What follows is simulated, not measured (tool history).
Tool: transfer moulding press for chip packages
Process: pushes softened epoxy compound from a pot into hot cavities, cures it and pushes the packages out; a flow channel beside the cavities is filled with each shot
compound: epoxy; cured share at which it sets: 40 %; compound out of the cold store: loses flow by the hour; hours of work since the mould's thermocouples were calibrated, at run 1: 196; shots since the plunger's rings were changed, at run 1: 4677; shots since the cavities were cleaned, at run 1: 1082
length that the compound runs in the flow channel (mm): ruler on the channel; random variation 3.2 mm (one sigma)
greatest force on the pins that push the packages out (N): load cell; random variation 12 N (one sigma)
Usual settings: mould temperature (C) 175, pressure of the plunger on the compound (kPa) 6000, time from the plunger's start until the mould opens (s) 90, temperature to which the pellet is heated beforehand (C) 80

run,hour,mould temperature (C),pressure of the plunger on the compound (kPa),time from the plunger's start until the mould opens (s),temperature to which the pellet is heated beforehand (C),hours of work since the mould's thermocouples were calibrated,shots since the plunger's rings were changed,shots since the cavities were cleaned,incoming compound's hours out of the cold store,length that the compound runs in the flow channel (mm),greatest force on the pins that push the packages out (N)
1,0,175,6000,90,80,196,4677,1082,40.2,589,1169
# hour 11.3: cavities cleaned with cleaning compound and waxed
2,21.5,178,6000,90,80,211,4931,130,40.5,577,589
# hour 34.6: plunger's sealing rings changed
3,70,175,6000,90,80,243,448,713,30.5,642,1020
# hour 110.5: cavities cleaned with cleaning compound and waxed
4,111.7,175,6000,90,80,272,959,16,36.1,623,543
5,131,175,6000,90,80,286,1203,260,46.3,595,768
6,158.2,175,6000,90,80,306,1549,606,16.2,669,1039
7,201.6,175,6000,90,80,337,2099,1156,24.8,650,1152
# hour 207.4: cavities cleaned with cleaning compound and waxed
8,244.6,175,6000,90,80,366,2626,472,34.6,615,943
9,264.4,175,6000,89,80,380,2877,723,16.9,661,1101
10,300.1,175,6000,89,80,406,3331,1177,22.4,642,1175
# hour 304.8: cavities cleaned with cleaning compound and waxed
11,346.8,175,6000,89,80,438,3904,533,36,605,937
12,389.2,175,6000,89,80,469,4442,1071,24.6,628,1178
# hour 403.1: cavities cleaned with cleaning compound and waxed
13,425.8,172,6000,89,80,494,4887,287,25.3,642,993
# hour 433: mould's thermocouples calibrated
# hour 445.1: plunger's sealing rings changed
14,458.5,172,6000,89,80,16,170,645,43.8,622,1269
15,486.1,177,6000,73,79,36,520,995,20.2,665,1798
# hour 505.4: cavities cleaned with cleaning compound and waxed
16,516.8,170,6000,90,82,57,891,145,33.7,653,1062
17,561.8,170,6000,90,82,89,1462,716,46.5,611,1407
18,598.3,170,6000,90,82,115,1925,1179,11.8,699,1819
# hour 603.9: cavities cleaned with cleaning compound and waxed
19,645.7,175,6000,72,77,148,2508,531,18.3,660,1797
20,665.6,171,6560,71,73,163,2760,783,27.9,683,2514
# hour 700.2: cavities cleaned with cleaning compound and waxed
21,711.2,178,6070,90,80,194,3319,139,38.1,601,594
22,754.4,178,6070,90,80,225,3867,687,25.9,630,923
23,789.7,178,6070,90,80,250,4315,1135,30.7,609,1025
# hour 798.7: cavities cleaned with cleaning compound and waxed
24,825.2,178,6070,90,80,275,4747,336,29.8,612,778
# hour 853.2: plunger's sealing rings changed
25,859.8,178,6070,90,80,298,84,744,10.2,692,934
26,882.2,182,5260,90,85,314,368,1028,24.6,593,904

3 ways to go on from here, each from the tool as it stands after run 26. What would each give?
# hour 897.7: cavities cleaned with cleaning compound and waxed
A,904.7,175,4940,90,80,329,634,89,29.3,?,?
# hour 897.7: cavities cleaned with cleaning compound and waxed
B,904.7,182,5260,90,71,329,634,89,22.5,?,?
# hour 897.7: cavities cleaned with cleaning compound and waxed
C,904.7,175,6000,90,87,329,634,89,42.9,?,?

run,length that the compound runs in the flow channel (mm),greatest force on the pins that push the packages out (N)
A,584,663
B,604,529
C,604,614
Without the tool's hidden state the same runs would have given:
run,length that the compound runs in the flow channel (mm),greatest force on the pins that push the packages out (N)
A,590,563
B,610,442
C,610,520
